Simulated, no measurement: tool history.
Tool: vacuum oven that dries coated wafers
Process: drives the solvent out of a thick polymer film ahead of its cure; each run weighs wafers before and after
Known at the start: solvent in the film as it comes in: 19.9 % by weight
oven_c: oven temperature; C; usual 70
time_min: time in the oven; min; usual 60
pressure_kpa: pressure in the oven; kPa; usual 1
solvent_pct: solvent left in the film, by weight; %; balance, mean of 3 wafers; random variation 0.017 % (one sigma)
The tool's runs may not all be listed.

run,hour,oven_c,time_min,pressure_kpa,solvent_pct
1,0,70,60,1,1.48
# hour 20.7: vacuum gauge cleaned of residue and calibrated
2,51.2,70,60,1.15,1.41
3,117.6,70,60,1,1.36
# hour 144.4: oven's thermocouples calibrated
4,169.1,70,60,1,1.42
5,221.7,55,60,1,7.02
6,314.1,55,60,1,7.06
7,408.6,55,60,1,7.06
# hour 459.9: oven's thermocouples calibrated, once more
8,490.8,70,32,1,3.7
9,545.3,70,32,1,3.71
10,644,70,32,1,3.71
11,711.9,70,32,1,3.74
12,783.6,58,60,1,5.3
13,865.2,58,60,1,5.36
14,927.8,58,60,1,5.34
15,1013.7,70,60,1,1.35
16,1081.9,70,60,1,1.33
17,1149.6,70,60,1,1.37
18,1230,70,60,1,1.35
# hour 1264.5: oven's thermocouples calibrated
19,1280.7,77,60,1,0.44
20,1374.7,77,60,1,0.5
21,1471.5,77,60,1,0.47
22,1526.3,68,94,0.82,0.72
23,1585.4,68,94,0.82,0.71
24,1681.5,83,60,1,0.26
25,1776.1,63,103,1.37,1.62
26,1862.2,63,103,1.37,1.64
27,1907.7,56,60,0.55,6.19
28,1983.6,56,60,0.55,6.18
29,2046.1,65,34,1.03,5.74
# hour 2075.6: oven's thermocouples calibrated
30,2142.5,79,60,3.14,0.99
31,2212.3,77,93,0.55,0.28
32,2283.8,70,31,2.08,4.43
33,2323.7,78,93,1.44,0.45
34,2364.4,63,60,1,3.49
35,2433.3,63,60,1,3.48
36,2476.6,63,60,1,3.47
37,2528,57,60,1.87,6.52
38,2624.2,70,93,1,0.71
39,2668.3,70,93,1,0.71
40,2745.9,70,69,0.71,1.05

The same runs without the tool's hidden state, with the same run-to-run variation:
The hidden state here: true wafer temperature over the reading, C; true pressure over the reading, kPa; drift of the gauge itself on solvent_pct, %.
run,solvent_pct
1,1.22
2,1.3
3,1.24
4,1.26
5,6.63
6,6.64
7,6.6
8,3.76
9,3.74
10,3.72
11,3.73
12,5.25
13,5.27
14,5.23
15,1.28
16,1.25
17,1.27
18,1.24
19,0.41
20,0.46
21,0.42
22,0.64
23,0.63
24,0.22
25,1.48
26,1.48
27,5.92
28,5.89
29,5.46
30,0.92
31,0.21
32,4.23
33,0.38
34,3.24
35,3.21
36,3.19
37,6.17
38,0.57
39,0.56
40,0.84
